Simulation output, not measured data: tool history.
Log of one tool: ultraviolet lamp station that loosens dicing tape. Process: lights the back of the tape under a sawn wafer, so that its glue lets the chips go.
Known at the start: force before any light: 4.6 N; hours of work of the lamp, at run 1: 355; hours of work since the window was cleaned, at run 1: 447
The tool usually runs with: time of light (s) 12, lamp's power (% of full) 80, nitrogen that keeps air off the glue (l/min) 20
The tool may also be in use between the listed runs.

| run | hour | time of light (s) | lamp's power (% of full) | nitrogen that keeps air off the glue (l/min) | hours of work of the lamp | hours of work since the window was cleaned | force that peels the tape off (N) | light that reached the tape (J/m2) |
|---|---|---|---|---|---|---|---|---|
| 1 | 0.0 | 12 | 80 | 20 | 355 | 447 | 0.740 | 2510 |
| 2 | 6.6 | 12 | 80 | 18 | 359 | 451 | 0.786 | 2480 |
| 3 | 16.2 | 12 | 80 | 20 | 366 | 458 | 0.764 | 2500 |
| 4 | 25.6 | 18 | 80 | 20 | 373 | 465 | 0.397 | 3730 |
| 5 | 35.0 | 18 | 80 | 20 | 379 | 471 | 0.371 | 3750 |
| 6 | 45.6 | 18 | 80 | 20 | 387 | 479 | 0.403 | 3720 |
| 7 | 56.0 | 18 | 80 | 20 | 394 | 486 | 0.392 | 3700 |
| 8 | 62.7 | 12 | 80 | 20 | 399 | 491 | 0.766 | 2480 |
| 9 | 75.5 | 12 | 80 | 20 | 408 | 500 | 0.758 | 2450 |
| 10 | 89.9 | 12 | 80 | 20 | 418 | 510 | 0.765 | 2450 |
| 11 | 97.1 | 12 | 80 | 20 | 423 | 515 | 0.761 | 2390 |
| 12 | 105.2 | 12 | 80 | 20 | 429 | 521 | 0.768 | 2480 |
| 13 | 113.1 | 12 | 80 | 20 | 434 | 526 | 0.733 | 2450 |
| 14 | 124.8 | 12 | 80 | 20 | 442 | 535 | 0.774 | 2440 |
| 15 | 137.0 | 12 | 80 | 20 | 451 | 543 | 0.745 | 2420 |
| 16 | 143.6 | 9 | 80 | 11 | 455 | 548 | 1.572 | 1780 |
| 17 | 156.7 | 6 | 87 | 11 | 465 | 557 | 2.090 | 1320 |
| 18 | 166.6 | 6 | 87 | 11 | 472 | 564 | 2.038 | 1300 |
|  | 168.8 | window cleaned of glue's vapour |
| 19 | 180.4 | 6 | 87 | 11 | 481 | 8 | 2.103 | 1250 |
| 20 | 190.4 | 6 | 72 | 7 | 488 | 15 | 2.721 | 1070 |
| 21 | 204.5 | 6 | 72 | 7 | 498 | 25 | 2.621 | 1020 |
| 22 | 219.7 | 8 | 72 | 7 | 509 | 36 | 2.260 | 1410 |
| 23 | 233.7 | 8 | 72 | 7 | 518 | 46 | 2.368 | 1370 |
| 24 | 249.7 | 10 | 80 | 20 | 530 | 57 | 1.109 | 1890 |
| 25 | 257.3 | 19 | 95 | 7 | 535 | 62 | 0.636 | 4280 |
|  | 260.5 | window cleaned of glue's vapour, once more |
| 26 | 269.8 | 14 | 79 | 29 | 543 | 7 | 0.409 | 3030 |
| 27 | 277.6 | 14 | 79 | 24 | 549 | 12 | 0.482 | 3000 |
| 28 | 288.4 | 14 | 100 | 26 | 556 | 20 | 0.314 | 3840 |
| 29 | 301.4 | 14 | 100 | 26 | 566 | 29 | 0.322 | 3780 |
| 30 | 316.2 | 24 | 99 | 12 | 576 | 39 | 0.251 | 6460 |

4 ways to go on from here, each from the tool as it stands after run 30. What would each give?
| A | 328.7 | 7 | 99 | 9 | 585 | 48 | ? | ? |
| B | 328.7 | 10 | 61 | 12 | 585 | 48 | ? | ? |
| C | 328.7 | 12 | 73 | 8 | 585 | 48 | ? | ? |
| D | 328.7 | 11 | 76 | 22 | 585 | 48 | ? | ? |

| run | force that peels the tape off (N) | light that reached the tape (J/m2) |
|---|---|---|
| A | 1.649 | 1870 |
| B | 1.651 | 1610 |
| C | 1.366 | 2320 |
| D | 0.813 | 2250 |
What these runs would have given with no unlogged condition in the tool:
| run | force that peels the tape off (N) | light that reached the tape (J/m2) |
|---|---|---|
| A | 1.476 | 2090 |
| B | 1.478 | 1800 |
| C | 1.201 | 2590 |
| D | 0.691 | 2510 |
